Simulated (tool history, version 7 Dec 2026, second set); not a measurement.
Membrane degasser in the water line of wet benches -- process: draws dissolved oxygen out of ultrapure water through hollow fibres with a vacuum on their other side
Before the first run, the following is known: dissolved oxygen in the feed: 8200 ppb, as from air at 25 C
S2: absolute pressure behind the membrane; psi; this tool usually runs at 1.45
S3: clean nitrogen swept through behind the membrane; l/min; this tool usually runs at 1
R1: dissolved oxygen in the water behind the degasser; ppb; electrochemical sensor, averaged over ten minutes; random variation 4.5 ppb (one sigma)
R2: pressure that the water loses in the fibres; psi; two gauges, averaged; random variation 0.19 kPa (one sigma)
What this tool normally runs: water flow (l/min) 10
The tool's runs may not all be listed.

Run 1, hour 0: usual settings. Result: R1 488.6 ppb, R2 6.132 psi.
Run 2, hour 65.4: usual settings. Result: R1 493.1 ppb, R2 6.099 psi.
Run 3, hour 146.5: usual settings but S3 2.49 l/min. Result: R1 398.8 ppb, R2 6.11 psi.
Run 4, hour 243.2: usual settings but S3 2.06 l/min. Result: R1 410.4 ppb, R2 6.137 psi.
At hour 281.2: seals of the vacuum lines changed.
Run 5, hour 309.2: usual settings but S3 2.06 l/min. Result: R1 404.3 ppb, R2 6.105 psi.
At hour 398.8: vacuum gauge calibrated.
Run 6, hour 398.8: usual settings but S3 2.06 l/min. Result: R1 400.5 ppb, R2 6.177 psi.
Run 7, hour 475.3: usual settings. Result: R1 471.6 ppb, R2 6.171 psi.
Run 8, hour 548.8: usual settings. Result: R1 483.2 ppb, R2 6.179 psi.
Run 9, hour 603.5: usual settings but S2 1.04 psi. Result: R1 412.2 ppb, R2 6.141 psi.
Run 10, hour 702.9: usual settings but S2 1.04 psi. Result: R1 416.5 ppb, R2 6.161 psi.
Run 11, hour 783.2: usual settings. Result: R1 480.4 ppb, R2 6.134 psi.
Run 12, hour 846.2: usual settings. Result: R1 474.5 ppb, R2 6.187 psi.
Run 13, hour 939.2: usual settings. Result: R1 478.8 ppb, R2 6.192 psi.
Run 14, hour 1041.4: usual settings but S3 1.79 l/min. Result: R1 414.3 ppb, R2 6.096 psi.
Run 15, hour 1131.9: usual settings but S3 1.79 l/min. Result: R1 422.9 ppb, R2 6.209 psi.
Run 16, hour 1200.1: usual settings but S3 1.79 l/min. Result: R1 421.4 ppb, R2 6.118 psi.

Predict the results of run 17:
Run 17, hour 1252.9: usual settings but S3 1.79 l/min. Result: R1 ?, R2 ?.

Run 17 measured R1 421.4 ppb, R2 6.164 psi.
The same run, on a tool lacking any hidden state, would have yielded R1 387 ppb, R2 5.961 psi.

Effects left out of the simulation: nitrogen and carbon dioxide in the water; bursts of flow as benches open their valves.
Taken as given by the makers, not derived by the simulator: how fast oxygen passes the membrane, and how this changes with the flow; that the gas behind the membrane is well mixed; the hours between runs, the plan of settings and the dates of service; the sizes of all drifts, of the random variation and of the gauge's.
